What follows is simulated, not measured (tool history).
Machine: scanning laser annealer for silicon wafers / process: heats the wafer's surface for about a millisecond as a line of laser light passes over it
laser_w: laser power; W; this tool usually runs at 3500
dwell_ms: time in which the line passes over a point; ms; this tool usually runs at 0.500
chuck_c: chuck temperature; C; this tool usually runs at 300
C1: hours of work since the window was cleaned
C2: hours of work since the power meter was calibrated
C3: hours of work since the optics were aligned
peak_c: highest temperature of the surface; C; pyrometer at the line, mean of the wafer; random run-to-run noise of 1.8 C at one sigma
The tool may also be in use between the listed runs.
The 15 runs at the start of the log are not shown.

{"run": 16, "hour": 168.5, "laser_w": 3500, "dwell_ms": 0.5, "chuck_c": 300, "C1": 179, "C2": 240, "C3": 1175, "peak_c": 1063}
{"run": 17, "hour": 179.0, "laser_w": 3500, "dwell_ms": 0.525, "chuck_c": 300, "C1": 187, "C2": 247, "C3": 1183, "peak_c": 1079}
{"run": 18, "hour": 192.2, "laser_w": 3500, "dwell_ms": 0.525, "chuck_c": 300, "C1": 196, "C2": 256, "C3": 1192, "peak_c": 1080}
{"hour": 201.6, "done": "optics aligned, line set to its width"}
{"run": 19, "hour": 205.7, "laser_w": 3338, "dwell_ms": 0.386, "chuck_c": 281, "C1": 202, "C2": 262, "C3": 3, "peak_c": 944}
{"run": 20, "hour": 214.5, "laser_w": 3415, "dwell_ms": 0.468, "chuck_c": 301, "C1": 208, "C2": 268, "C3": 9, "peak_c": 1039}
{"run": 21, "hour": 228.3, "laser_w": 3415, "dwell_ms": 0.468, "chuck_c": 301, "C1": 217, "C2": 278, "C3": 18, "peak_c": 1037}
{"run": 22, "hour": 234.9, "laser_w": 3415, "dwell_ms": 0.468, "chuck_c": 301, "C1": 222, "C2": 282, "C3": 23, "peak_c": 1036}
{"run": 23, "hour": 242.1, "laser_w": 3559, "dwell_ms": 0.504, "chuck_c": 307, "C1": 227, "C2": 287, "C3": 28, "peak_c": 1097}
{"run": 24, "hour": 248.7, "laser_w": 3071, "dwell_ms": 0.5, "chuck_c": 327, "C1": 231, "C2": 292, "C3": 33, "peak_c": 1016}
{"run": 25, "hour": 261.4, "laser_w": 3071, "dwell_ms": 0.5, "chuck_c": 327, "C1": 240, "C2": 301, "C3": 41, "peak_c": 1014}
{"run": 26, "hour": 273.6, "laser_w": 3071, "dwell_ms": 0.591, "chuck_c": 327, "C1": 249, "C2": 309, "C3": 50, "peak_c": 1064}
{"run": 27, "hour": 285.3, "laser_w": 3101, "dwell_ms": 0.501, "chuck_c": 316, "C1": 257, "C2": 317, "C3": 58, "peak_c": 1008}
{"run": 28, "hour": 293.7, "laser_w": 3101, "dwell_ms": 0.501, "chuck_c": 316, "C1": 263, "C2": 323, "C3": 64, "peak_c": 1010}
{"run": 29, "hour": 308.3, "laser_w": 3101, "dwell_ms": 0.501, "chuck_c": 316, "C1": 273, "C2": 333, "C3": 74, "peak_c": 1007}
{"run": 30, "hour": 316.1, "laser_w": 3101, "dwell_ms": 0.501, "chuck_c": 316, "C1": 278, "C2": 339, "C3": 79, "peak_c": 1010}
{"run": 31, "hour": 322.5, "laser_w": 3101, "dwell_ms": 0.501, "chuck_c": 316, "C1": 283, "C2": 343, "C3": 84, "peak_c": 1008}
{"run": 32, "hour": 335.4, "laser_w": 3351, "dwell_ms": 0.421, "chuck_c": 320, "C1": 291, "C2": 352, "C3": 93, "peak_c": 1009}
{"run": 33, "hour": 347.4, "laser_w": 3351, "dwell_ms": 0.421, "chuck_c": 320, "C1": 300, "C2": 360, "C3": 101, "peak_c": 1008}
{"run": 34, "hour": 354.3, "laser_w": 3644, "dwell_ms": 0.421, "chuck_c": 317, "C1": 305, "C2": 365, "C3": 106, "peak_c": 1057}
{"run": 35, "hour": 364.6, "laser_w": 3128, "dwell_ms": 0.421, "chuck_c": 290, "C1": 312, "C2": 372, "C3": 113, "peak_c": 936}

3 ways to go on from here, each from the tool as it stands after run 35. What would each give?
{"run": "A", "hour": 375.3, "laser_w": 3500, "dwell_ms": 0.404, "chuck_c": 300, "C1": 319, "C2": 380, "C3": 120, "peak_c": "?"}
{"run": "B", "hour": 375.3, "laser_w": 3214, "dwell_ms": 0.429, "chuck_c": 300, "C1": 319, "C2": 380, "C3": 120, "peak_c": "?"}
{"run": "C", "hour": 375.3, "laser_w": 3128, "dwell_ms": 0.514, "chuck_c": 290, "C1": 319, "C2": 380, "C3": 120, "peak_c": "?"}

run=A peak_c=999
run=B peak_c=963
run=C peak_c=995
With no hidden state in the tool, these same runs would have given:
run=A peak_c=1010
run=B peak_c=973
run=C peak_c=1007
